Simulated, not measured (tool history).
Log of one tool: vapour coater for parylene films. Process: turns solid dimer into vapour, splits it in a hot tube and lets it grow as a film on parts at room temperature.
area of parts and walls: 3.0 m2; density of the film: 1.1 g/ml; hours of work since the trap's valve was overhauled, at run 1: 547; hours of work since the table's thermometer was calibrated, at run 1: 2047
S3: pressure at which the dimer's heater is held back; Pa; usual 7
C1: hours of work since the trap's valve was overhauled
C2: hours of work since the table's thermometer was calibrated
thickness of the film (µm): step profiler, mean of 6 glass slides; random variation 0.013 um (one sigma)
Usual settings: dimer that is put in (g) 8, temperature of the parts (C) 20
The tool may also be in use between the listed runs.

run 1 day=0 | dimer_that_is_put_in_(g)=8 temperature_of_the_parts_(C)=20 S3=7 | C1=547 C2=2047 | thickness_of_the_film_(µm)=1.45
run 2 day=1.967 | dimer_that_is_put_in_(g)=8 temperature_of_the_parts_(C)=20 S3=7 | C1=575 C2=2075 | thickness_of_the_film_(µm)=1.44
-- day=3.121 trap's valve overhauled
run 3 day=5.467 | dimer_that_is_put_in_(g)=8 temperature_of_the_parts_(C)=20 S3=7 | C1=33 C2=2122 | thickness_of_the_film_(µm)=1.26
run 4 day=7.017 | dimer_that_is_put_in_(g)=8 temperature_of_the_parts_(C)=20 S3=7 | C1=56 C2=2144 | thickness_of_the_film_(µm)=1.29
-- day=10.004 table's thermometer calibrated
run 5 day=10.442 | dimer_that_is_put_in_(g)=8 temperature_of_the_parts_(C)=20 S3=7 | C1=104 C2=6 | thickness_of_the_film_(µm)=1.16
run 6 day=12.304 | dimer_that_is_put_in_(g)=8 temperature_of_the_parts_(C)=20 S3=7 | C1=130 C2=33 | thickness_of_the_film_(µm)=1.14
run 7 day=14.675 | dimer_that_is_put_in_(g)=8 temperature_of_the_parts_(C)=20 S3=7 | C1=164 C2=67 | thickness_of_the_film_(µm)=1.13
run 8 day=16.162 | dimer_that_is_put_in_(g)=8 temperature_of_the_parts_(C)=28 S3=7 | C1=185 C2=88 | thickness_of_the_film_(µm)=0.78
run 9 day=18.179 | dimer_that_is_put_in_(g)=8 temperature_of_the_parts_(C)=28 S3=7 | C1=214 C2=116 | thickness_of_the_film_(µm)=0.78
-- day=19.412 trap's valve overhauled, once more
run 10 day=20.825 | dimer_that_is_put_in_(g)=8 temperature_of_the_parts_(C)=17 S3=7 | C1=20 C2=152 | thickness_of_the_film_(µm)=1.81
run 11 day=22.55 | dimer_that_is_put_in_(g)=8 temperature_of_the_parts_(C)=17 S3=7 | C1=45 C2=176 | thickness_of_the_film_(µm)=1.81
run 12 day=25.375 | dimer_that_is_put_in_(g)=8 temperature_of_the_parts_(C)=17 S3=7 | C1=85 C2=217 | thickness_of_the_film_(µm)=1.78
run 13 day=27.208 | dimer_that_is_put_in_(g)=3 temperature_of_the_parts_(C)=18 S3=7.94 | C1=111 C2=243 | thickness_of_the_film_(µm)=0.64
run 14 day=28.9 | dimer_that_is_put_in_(g)=8 temperature_of_the_parts_(C)=13 S3=7.95 | C1=135 C2=267 | thickness_of_the_film_(µm)=2.04
run 15 day=31.788 | dimer_that_is_put_in_(g)=9 temperature_of_the_parts_(C)=24 S3=3.25 | C1=176 C2=308 | thickness_of_the_film_(µm)=1.6
run 16 day=33.933 | dimer_that_is_put_in_(g)=8 temperature_of_the_parts_(C)=20 S3=6.82 | C1=207 C2=338 | thickness_of_the_film_(µm)=1.52
run 17 day=35.762 | dimer_that_is_put_in_(g)=8 temperature_of_the_parts_(C)=13 S3=8.53 | C1=233 C2=364 | thickness_of_the_film_(µm)=2.01
run 18 day=38.5 | dimer_that_is_put_in_(g)=8 temperature_of_the_parts_(C)=13 S3=8.53 | C1=272 C2=403 | thickness_of_the_film_(µm)=1.99

Forecast each of these 4 alternatives for the next run:
run A day=41.417 | dimer_that_is_put_in_(g)=5 temperature_of_the_parts_(C)=21 S3=9.6 | C1=313 C2=445 | thickness_of_the_film_(µm)=?
run B day=41.417 | dimer_that_is_put_in_(g)=8 temperature_of_the_parts_(C)=28 S3=7 | C1=313 C2=445 | thickness_of_the_film_(µm)=?
run C day=41.417 | dimer_that_is_put_in_(g)=7 temperature_of_the_parts_(C)=13 S3=3.7 | C1=313 C2=445 | thickness_of_the_film_(µm)=?
run D day=41.417 | dimer_that_is_put_in_(g)=8 temperature_of_the_parts_(C)=22 S3=8.53 | C1=313 C2=445 | thickness_of_the_film_(µm)=?

run=A thickness_of_the_film_(µm)=0.83
run=B thickness_of_the_film_(µm)=1.05
run=C thickness_of_the_film_(µm)=1.9
run=D thickness_of_the_film_(µm)=1.31
Without the tool's hidden state the same runs would have given:
run=A thickness_of_the_film_(µm)=0.89
run=B thickness_of_the_film_(µm)=1.13
run=C thickness_of_the_film_(µm)=2.05
run=D thickness_of_the_film_(µm)=1.41
